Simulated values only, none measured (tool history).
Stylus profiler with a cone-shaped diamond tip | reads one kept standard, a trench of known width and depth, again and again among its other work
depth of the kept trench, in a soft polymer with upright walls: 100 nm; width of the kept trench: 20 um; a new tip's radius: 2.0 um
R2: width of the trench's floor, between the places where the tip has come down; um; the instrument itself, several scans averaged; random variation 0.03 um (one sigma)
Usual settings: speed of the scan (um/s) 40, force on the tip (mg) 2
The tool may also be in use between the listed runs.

Run 1, hour 0: usual settings. Result: depth of the trench (Å) 1004.4, R2 18.4 um.
Run 2, hour 39.1: usual settings but force on the tip (mg) 1.8. Result: depth of the trench (Å) 1005.5, R2 18.42 um.
Run 3, hour 59: usual settings. Result: depth of the trench (Å) 1005.9, R2 18.38 um.
Run 4, hour 101.2: usual settings. Result: depth of the trench (Å) 1004.7, R2 18.45 um.
Run 5, hour 135.2: usual settings. Result: depth of the trench (Å) 1004.7, R2 18.44 um.
Run 6, hour 157.5: usual settings. Result: depth of the trench (Å) 1007.1, R2 18.38 um.
Run 7, hour 187.8: usual settings. Result: depth of the trench (Å) 1002.5, R2 18.44 um.
Run 8, hour 213.6: usual settings. Result: depth of the trench (Å) 1005.2, R2 18.38 um.
Run 9, hour 251.2: usual settings. Result: depth of the trench (Å) 1003.7, R2 18.41 um.
Run 10, hour 293.1: usual settings. Result: depth of the trench (Å) 1004.2, R2 18.4 um.
Run 11, hour 317.9: usual settings. Result: depth of the trench (Å) 1005.9, R2 18.37 um.
Run 12, hour 347.1: usual settings. Result: depth of the trench (Å) 1004.6, R2 18.33 um.
Run 13, hour 390: usual settings. Result: depth of the trench (Å) 1004.2, R2 18.41 um.
Run 14, hour 425.9: usual settings. Result: depth of the trench (Å) 1005.2, R2 18.39 um.
Run 15, hour 451.5: usual settings. Result: depth of the trench (Å) 1005.1, R2 18.33 um.
Run 16, hour 476.9: usual settings. Result: depth of the trench (Å) 1005, R2 18.34 um.
Run 17, hour 513.9: usual settings but speed of the scan (um/s) 27, force on the tip (mg) 1.46. Result: depth of the trench (Å) 1004.8, R2 18.4 um.
Run 18, hour 548.2: usual settings but speed of the scan (um/s) 37, force on the tip (mg) 1.88. Result: depth of the trench (Å) 1002.8, R2 18.31 um.
Run 19, hour 585.2: usual settings but force on the tip (mg) 1.75. Result: depth of the trench (Å) 1004.2, R2 18.34 um.
Run 20, hour 625.3: usual settings but force on the tip (mg) 5.72. Result: depth of the trench (Å) 1010.2, R2 18.39 um.
Run 21, hour 668.1: usual settings but force on the tip (mg) 5.72. Result: depth of the trench (Å) 1011.2, R2 18.46 um.
Run 22, hour 690.7: usual settings but speed of the scan (um/s) 32, force on the tip (mg) 1.03. Result: depth of the trench (Å) 1002.5, R2 18.29 um.
Run 23, hour 730.2: usual settings but speed of the scan (um/s) 62, force on the tip (mg) 1.3. Result: depth of the trench (Å) 1002.8, R2 18.12 um.
Run 24, hour 773.5: usual settings but speed of the scan (um/s) 62, force on the tip (mg) 1.3. Result: depth of the trench (Å) 1004.6, R2 18.02 um.
Run 25, hour 798.8: usual settings but speed of the scan (um/s) 62, force on the tip (mg) 1.3. Result: depth of the trench (Å) 1003.2, R2 18.14 um.
Run 26, hour 846.4: usual settings but speed of the scan (um/s) 12, force on the tip (mg) 1.43. Result: depth of the trench (Å) 1003.1, R2 18.47 um.
Run 27, hour 872.9: usual settings but speed of the scan (um/s) 17, force on the tip (mg) 3.17. Result: depth of the trench (Å) 1006.1, R2 18.56 um.
Run 28, hour 913.8: usual settings but speed of the scan (um/s) 77, force on the tip (mg) 4.83. Result: depth of the trench (Å) 1008, R2 18.28 um.
Run 29, hour 960.2: usual settings but speed of the scan (um/s) 77, force on the tip (mg) 4.83. Result: depth of the trench (Å) 1009.3, R2 18.28 um.

Forecast each of these 5 alternatives for the next run:
Run A, hour 996.7: usual settings but speed of the scan (um/s) 77, force on the tip (mg) 4.43. Result: depth of the trench (Å) ?, R2 ?.
Run B, hour 996.7: usual settings but speed of the scan (um/s) 83, force on the tip (mg) 2.87. Result: depth of the trench (Å) ?, R2 ?.
Run C, hour 996.7: usual settings but speed of the scan (um/s) 82, force on the tip (mg) 1.14. Result: depth of the trench (Å) ?, R2 ?.
Run D, hour 996.7: usual settings but speed of the scan (um/s) 13, force on the tip (mg) 5.83. Result: depth of the trench (Å) ?, R2 ?.
Run E, hour 996.7: usual settings but speed of the scan (um/s) 33, force on the tip (mg) 4. Result: depth of the trench (Å) ?, R2 ?.

run  depth of the trench (Å)     R2
  A                   1008.2  18.26
  B                   1005.9  18.12
  C                   1002.5  17.89
  D                   1010.3  18.53
  E                   1007.2  18.43
Without the tool's hidden state the same runs would have given:
run  depth of the trench (Å)     R2
  A                   1010.3  18.44
  B                   1007.9  18.31
  C                   1004.5  18.07
  D                   1012.4  18.72
  E                   1009.2  18.61
